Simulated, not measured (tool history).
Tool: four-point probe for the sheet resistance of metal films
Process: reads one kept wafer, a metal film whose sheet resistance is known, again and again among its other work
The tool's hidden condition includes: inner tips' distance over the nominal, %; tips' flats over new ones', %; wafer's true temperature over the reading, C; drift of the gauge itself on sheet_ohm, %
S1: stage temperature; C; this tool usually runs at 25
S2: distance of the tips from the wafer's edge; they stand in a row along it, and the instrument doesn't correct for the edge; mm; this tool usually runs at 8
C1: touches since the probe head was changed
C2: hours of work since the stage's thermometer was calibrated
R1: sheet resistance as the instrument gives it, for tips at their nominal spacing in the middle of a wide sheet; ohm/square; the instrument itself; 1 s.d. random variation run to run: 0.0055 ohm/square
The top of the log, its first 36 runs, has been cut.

run 37 hour=3235.6 | S1=30 S2=50 | C1=109154 C2=1582 | R1=27.102328
run 38 hour=3371.1 | S1=30 S2=50 | C1=112074 C2=1654 | R1=27.110728
run 39 hour=3429.7 | S1=31 S2=60 | C1=113338 C2=1685 | R1=27.078270
run 40 hour=3551.1 | S1=31 S2=60 | C1=115954 C2=1749 | R1=27.077280
run 41 hour=3662.4 | S1=25 S2=15 | C1=118352 C2=1807 | R1=27.278660
run 42 hour=3739.3 | S1=25 S2=15 | C1=120009 C2=1848 | R1=27.271954
run 43 hour=3845.0 | S1=25 S2=15 | C1=122287 C2=1903 | R1=27.284496
run 44 hour=3959.8 | S1=18 S2=7 | C1=124762 C2=1964 | R1=27.680943
run 45 hour=4029.8 | S1=18 S2=6 | C1=126271 C2=2001 | R1=27.792333

Predict each of these 4 candidate next runs independently; none follows another, all start after run 45:
run A hour=4149.7 | S1=27 S2=4 | C1=128855 C2=2064 | R1=?
run B hour=4149.7 | S1=25 S2=13 | C1=128855 C2=2064 | R1=?
run C hour=4149.7 | S1=25 S2=9 | C1=128855 C2=2064 | R1=?
run D hour=4149.7 | S1=24 S2=14 | C1=128855 C2=2064 | R1=?

run=A R1=28.045450
run=B R1=27.300547
run=C R1=27.379793
run=D R1=27.309261
With no hidden state in the tool, these same runs would have given:
run=A R1=28.042787
run=B R1=27.297953
run=C R1=27.377192
run=D R1=27.306669

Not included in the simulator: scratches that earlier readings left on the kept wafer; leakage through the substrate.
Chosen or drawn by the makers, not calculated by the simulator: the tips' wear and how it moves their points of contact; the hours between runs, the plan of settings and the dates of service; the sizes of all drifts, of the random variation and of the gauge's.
